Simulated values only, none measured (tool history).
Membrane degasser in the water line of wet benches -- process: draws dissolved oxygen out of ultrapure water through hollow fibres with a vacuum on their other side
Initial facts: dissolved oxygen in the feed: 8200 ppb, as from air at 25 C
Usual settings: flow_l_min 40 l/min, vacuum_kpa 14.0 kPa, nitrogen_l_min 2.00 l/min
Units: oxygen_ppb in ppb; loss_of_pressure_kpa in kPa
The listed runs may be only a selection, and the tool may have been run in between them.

run    hour  flow_l_min  vacuum_kpa  nitrogen_l_min  oxygen_ppb  loss_of_pressure_kpa
  1     0.0          40        14.0            2.00       464.4                 31.90
  2   131.4          40        14.0            2.00       468.1                 31.93
  3   288.9          40        26.4            2.00       946.3                 31.78
  4   388.7          40        14.0            2.00       467.8                 31.60
  5   496.6          40        14.0            2.00       467.5                 31.60
  6   578.6          40         9.1            2.00       270.1                 31.83
  7   710.2          40         9.1            2.00       270.1                 32.08
  8   836.1          40        10.3            2.00       319.5                 32.02
  9   917.3          40        10.3            2.00       321.4                 32.02
 10  1007.5          40        14.0            2.00       470.0                 32.01
 11  1156.3          40        14.0            2.00       466.4                 32.01
 12  1294.6          40        12.5            2.00       411.2                 31.95
 13  1394.7          40        12.5            2.00       412.2                 32.17
 14  1496.1          40        12.5            2.00       413.8                 32.08
 15  1607.0          40         8.7            2.00       253.1                 32.28
 16  1718.2          40         8.7            2.00       255.2                 31.99
 17  1858.9          40         8.7            2.00       254.2                 32.36
     1874.0  -- vacuum gauge calibrated
 18  1972.4          40         8.7            2.00       258.9                 32.58
     2101.3  -- vacuum gauge calibrated, once more
 19  2116.5          40        14.0            2.69       363.5                 32.20
 20  2273.8          32        25.5            2.00       758.5                 25.64
     2312.7  -- seals of the vacuum lines changed
 21  2375.6          32        25.5            2.00       760.7                 25.99
 22  2505.9          32        25.5            2.00       747.1                 26.00

Estimate the outcome of run 23 from the log above:
 23  2611.1          29        18.6            1.95           ?                     ?

oxygen_ppb: 505.1 ppb
loss_of_pressure_kpa: 23.71 kPa
With the hidden condition absent and the run-to-run variation left alone, this run would have shown oxygen_ppb 502.4 ppb, loss_of_pressure_kpa 22.55 kPa.
